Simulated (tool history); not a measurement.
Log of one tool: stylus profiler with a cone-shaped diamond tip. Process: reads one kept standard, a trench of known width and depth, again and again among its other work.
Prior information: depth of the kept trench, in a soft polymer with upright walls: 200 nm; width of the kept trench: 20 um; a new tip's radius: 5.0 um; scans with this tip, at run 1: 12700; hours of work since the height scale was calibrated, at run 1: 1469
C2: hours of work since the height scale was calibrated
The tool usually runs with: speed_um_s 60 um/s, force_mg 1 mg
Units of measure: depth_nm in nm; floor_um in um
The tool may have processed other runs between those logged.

{"run": 1, "hour": 0.0, "speed_um_s": 60, "force_mg": 1, "scans with this tip": 12700, "C2": 1469, "depth_nm": 200.14, "floor_um": 15.9}
{"hour": 36.0, "done": "height scale calibrated on a step standard"}
{"run": 2, "hour": 115.6, "speed_um_s": 60, "force_mg": 1, "scans with this tip": 13455, "C2": 60, "depth_nm": 201.45, "floor_um": 15.81}
{"run": 3, "hour": 228.0, "speed_um_s": 60, "force_mg": 1, "scans with this tip": 14192, "C2": 146, "depth_nm": 201.51, "floor_um": 15.78}
{"run": 4, "hour": 337.7, "speed_um_s": 60, "force_mg": 1, "scans with this tip": 14911, "C2": 229, "depth_nm": 201.26, "floor_um": 15.63}
{"run": 5, "hour": 458.8, "speed_um_s": 60, "force_mg": 1, "scans with this tip": 15705, "C2": 321, "depth_nm": 201.45, "floor_um": 15.62}
{"run": 6, "hour": 554.2, "speed_um_s": 60, "force_mg": 1, "scans with this tip": 16330, "C2": 393, "depth_nm": 201.28, "floor_um": 15.56}
{"run": 7, "hour": 625.8, "speed_um_s": 60, "force_mg": 1, "scans with this tip": 16799, "C2": 447, "depth_nm": 201.25, "floor_um": 15.49}
{"run": 8, "hour": 696.8, "speed_um_s": 60, "force_mg": 1, "scans with this tip": 17265, "C2": 501, "depth_nm": 201.14, "floor_um": 15.5}
{"run": 9, "hour": 789.3, "speed_um_s": 60, "force_mg": 1, "scans with this tip": 17871, "C2": 571, "depth_nm": 201.07, "floor_um": 15.5}
{"run": 10, "hour": 860.2, "speed_um_s": 60, "force_mg": 1, "scans with this tip": 18336, "C2": 625, "depth_nm": 201.09, "floor_um": 15.4}
{"run": 11, "hour": 964.7, "speed_um_s": 60, "force_mg": 1, "scans with this tip": 19021, "C2": 704, "depth_nm": 200.87, "floor_um": 15.36}
{"run": 12, "hour": 1054.8, "speed_um_s": 60, "force_mg": 1, "scans with this tip": 19612, "C2": 773, "depth_nm": 200.97, "floor_um": 15.32}
{"run": 13, "hour": 1123.7, "speed_um_s": 60, "force_mg": 1, "scans with this tip": 20063, "C2": 825, "depth_nm": 200.82, "floor_um": 15.31}
{"run": 14, "hour": 1214.8, "speed_um_s": 187, "force_mg": 1, "scans with this tip": 20660, "C2": 894, "depth_nm": 200.78, "floor_um": 14.9}
{"run": 15, "hour": 1336.7, "speed_um_s": 60, "force_mg": 1, "scans with this tip": 21460, "C2": 986, "depth_nm": 200.74, "floor_um": 15.15}
{"run": 16, "hour": 1447.9, "speed_um_s": 60, "force_mg": 1, "scans with this tip": 22189, "C2": 1071, "depth_nm": 200.66, "floor_um": 15.25}
{"run": 17, "hour": 1566.9, "speed_um_s": 15, "force_mg": 1.25, "scans with this tip": 22969, "C2": 1161, "depth_nm": 200.83, "floor_um": 15.32}
{"run": 18, "hour": 1689.6, "speed_um_s": 29, "force_mg": 0.51, "scans with this tip": 23773, "C2": 1254, "depth_nm": 200.1, "floor_um": 15.11}
{"run": 19, "hour": 1779.5, "speed_um_s": 48, "force_mg": 2.21, "scans with this tip": 24362, "C2": 1322, "depth_nm": 201.39, "floor_um": 15.09}
{"run": 20, "hour": 1844.5, "speed_um_s": 55, "force_mg": 1, "scans with this tip": 24789, "C2": 1372, "depth_nm": 200.39, "floor_um": 15}
{"run": 21, "hour": 1964.8, "speed_um_s": 55, "force_mg": 1, "scans with this tip": 25577, "C2": 1463, "depth_nm": 200.64, "floor_um": 14.93}
{"hour": 2006.8, "done": "height scale calibrated on a step standard"}
{"run": 22, "hour": 2085.8, "speed_um_s": 55, "force_mg": 1, "scans with this tip": 26367, "C2": 60, "depth_nm": 201.44, "floor_um": 14.9}
{"hour": 2170.1, "done": "new tip fitted, height scale calibrated"}
{"run": 23, "hour": 2217.1, "speed_um_s": 31, "force_mg": 0.83, "scans with this tip": 309, "C2": 36, "depth_nm": 201.16, "floor_um": 17.1}
{"run": 24, "hour": 2342.7, "speed_um_s": 147, "force_mg": 2.03, "scans with this tip": 1132, "C2": 131, "depth_nm": 202.23, "floor_um": 16.69}
{"run": 25, "hour": 2429.6, "speed_um_s": 36, "force_mg": 1.45, "scans with this tip": 1701, "C2": 197, "depth_nm": 201.51, "floor_um": 16.92}
{"run": 26, "hour": 2555.5, "speed_um_s": 61, "force_mg": 1, "scans with this tip": 2527, "C2": 292, "depth_nm": 201.16, "floor_um": 16.75}
{"run": 27, "hour": 2654.2, "speed_um_s": 67, "force_mg": 1.04, "scans with this tip": 3174, "C2": 367, "depth_nm": 201.36, "floor_um": 16.63}
{"run": 28, "hour": 2779.0, "speed_um_s": 67, "force_mg": 1.56, "scans with this tip": 3992, "C2": 462, "depth_nm": 201.67, "floor_um": 16.61}
{"run": 29, "hour": 2910.6, "speed_um_s": 151, "force_mg": 1.08, "scans with this tip": 4855, "C2": 562, "depth_nm": 201.11, "floor_um": 16.27}

Each row is a separate what-if for the run after 29, all from the same tool condition, not one after another. Results?
{"run": "A", "hour": 3000.5, "speed_um_s": 93, "force_mg": 1.08, "scans with this tip": 5444, "C2": 630, "depth_nm": "?", "floor_um": "?"}
{"run": "B", "hour": 3000.5, "speed_um_s": 29, "force_mg": 0.43, "scans with this tip": 5444, "C2": 630, "depth_nm": "?", "floor_um": "?"}
{"run": "C", "hour": 3000.5, "speed_um_s": 151, "force_mg": 1.48, "scans with this tip": 5444, "C2": 630, "depth_nm": "?", "floor_um": "?"}
{"run": "D", "hour": 3000.5, "speed_um_s": 151, "force_mg": 2.12, "scans with this tip": 5444, "C2": 630, "depth_nm": "?", "floor_um": "?"}
{"run": "E", "hour": 3000.5, "speed_um_s": 33, "force_mg": 2.1, "scans with this tip": 5444, "C2": 630, "depth_nm": "?", "floor_um": "?"}

run=A depth_nm=201.07 floor_um=16.36
run=B depth_nm=200.32 floor_um=16.54
run=C depth_nm=201.23 floor_um=16.24
run=D depth_nm=201.86 floor_um=16.28
run=E depth_nm=201.83 floor_um=16.59
With no hidden state in the tool, these same runs would have given:
run=A depth_nm=201.57 floor_um=16.92
run=B depth_nm=200.82 floor_um=17.11
run=C depth_nm=201.73 floor_um=16.8
run=D depth_nm=202.37 floor_um=16.84
run=E depth_nm=202.33 floor_um=17.16

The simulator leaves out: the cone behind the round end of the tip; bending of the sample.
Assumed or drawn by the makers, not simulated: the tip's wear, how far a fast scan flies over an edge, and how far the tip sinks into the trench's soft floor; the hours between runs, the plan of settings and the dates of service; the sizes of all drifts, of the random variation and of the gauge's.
